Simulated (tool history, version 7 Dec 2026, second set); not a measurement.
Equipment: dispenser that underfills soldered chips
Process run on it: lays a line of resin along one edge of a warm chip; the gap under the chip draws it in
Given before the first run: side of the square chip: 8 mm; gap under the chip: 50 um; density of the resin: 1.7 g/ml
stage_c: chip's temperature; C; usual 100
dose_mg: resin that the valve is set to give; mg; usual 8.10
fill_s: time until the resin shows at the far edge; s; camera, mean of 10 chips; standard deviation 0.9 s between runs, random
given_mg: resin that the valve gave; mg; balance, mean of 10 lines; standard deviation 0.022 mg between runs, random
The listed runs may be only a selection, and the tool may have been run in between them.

{"run": 1, "hour": 0.0, "stage_c": 100, "dose_mg": 8.1, "fill_s": 134.2, "given_mg": 7.92}
{"hour": 3.7, "done": "new syringe of resin"}
{"hour": 13.8, "done": "dispensing valve cleaned and set on the balance"}
{"run": 2, "hour": 13.8, "stage_c": 100, "dose_mg": 8.1, "fill_s": 146.6, "given_mg": 8.07}
{"hour": 15.7, "done": "new syringe of resin"}
{"run": 3, "hour": 25.3, "stage_c": 100, "dose_mg": 8.1, "fill_s": 151.4, "given_mg": 8.07}
{"hour": 26.8, "done": "new syringe of resin"}
{"hour": 38.2, "done": "new syringe of resin"}
{"run": 4, "hour": 40.0, "stage_c": 100, "dose_mg": 8.1, "fill_s": 96.6, "given_mg": 8.01}
{"hour": 49.0, "done": "new syringe of resin"}
{"run": 5, "hour": 53.2, "stage_c": 100, "dose_mg": 8.1, "fill_s": 111.3, "given_mg": 8.01}
{"hour": 60.6, "done": "new syringe of resin"}
{"run": 6, "hour": 64.0, "stage_c": 100, "dose_mg": 8.1, "fill_s": 106.4, "given_mg": 7.98}
{"hour": 72.2, "done": "new syringe of resin"}
{"run": 7, "hour": 75.3, "stage_c": 100, "dose_mg": 8.1, "fill_s": 105.3, "given_mg": 7.89}
{"hour": 83.2, "done": "new syringe of resin"}
{"run": 8, "hour": 85.2, "stage_c": 106, "dose_mg": 6.91, "fill_s": 81.2, "given_mg": 6.76}
{"hour": 94.9, "done": "new syringe of resin"}
{"run": 9, "hour": 95.6, "stage_c": 113, "dose_mg": 9.24, "fill_s": 51.2, "given_mg": 9.01}
{"run": 10, "hour": 104.1, "stage_c": 108, "dose_mg": 8.57, "fill_s": 104.3, "given_mg": 8.3}
{"hour": 106.0, "done": "new syringe of resin"}
{"run": 11, "hour": 114.3, "stage_c": 96, "dose_mg": 8.49, "fill_s": 168.8, "given_mg": 8.23}
{"hour": 116.5, "done": "dispensing valve cleaned and set on the balance"}
{"hour": 118.6, "done": "new syringe of resin"}
{"run": 12, "hour": 124.6, "stage_c": 96, "dose_mg": 8.49, "fill_s": 146.2, "given_mg": 8.46}
{"hour": 129.8, "done": "new syringe of resin"}
{"run": 13, "hour": 135.9, "stage_c": 105, "dose_mg": 7.08, "fill_s": 99.3, "given_mg": 7.07}

Alternative continuations, all from the tool just after run 13; predict every row:
{"hour": 140.7, "done": "new syringe of resin"}
{"run": "A", "hour": 142.7, "stage_c": 100, "dose_mg": 7.98, "fill_s": "?", "given_mg": "?"}
{"hour": 140.7, "done": "new syringe of resin"}
{"run": "B", "hour": 142.7, "stage_c": 85, "dose_mg": 9.49, "fill_s": "?", "given_mg": "?"}
{"hour": 140.7, "done": "new syringe of resin"}
{"run": "C", "hour": 142.7, "stage_c": 101, "dose_mg": 7.32, "fill_s": "?", "given_mg": "?"}

run=A fill_s=101.6 given_mg=7.90
run=B fill_s=199.5 given_mg=9.43
run=C fill_s=99.0 given_mg=7.26
What these runs would have given with no unlogged condition in the tool:
run=A fill_s=86.1 given_mg=7.95
run=B fill_s=168.5 given_mg=9.49
run=C fill_s=83.9 given_mg=7.30
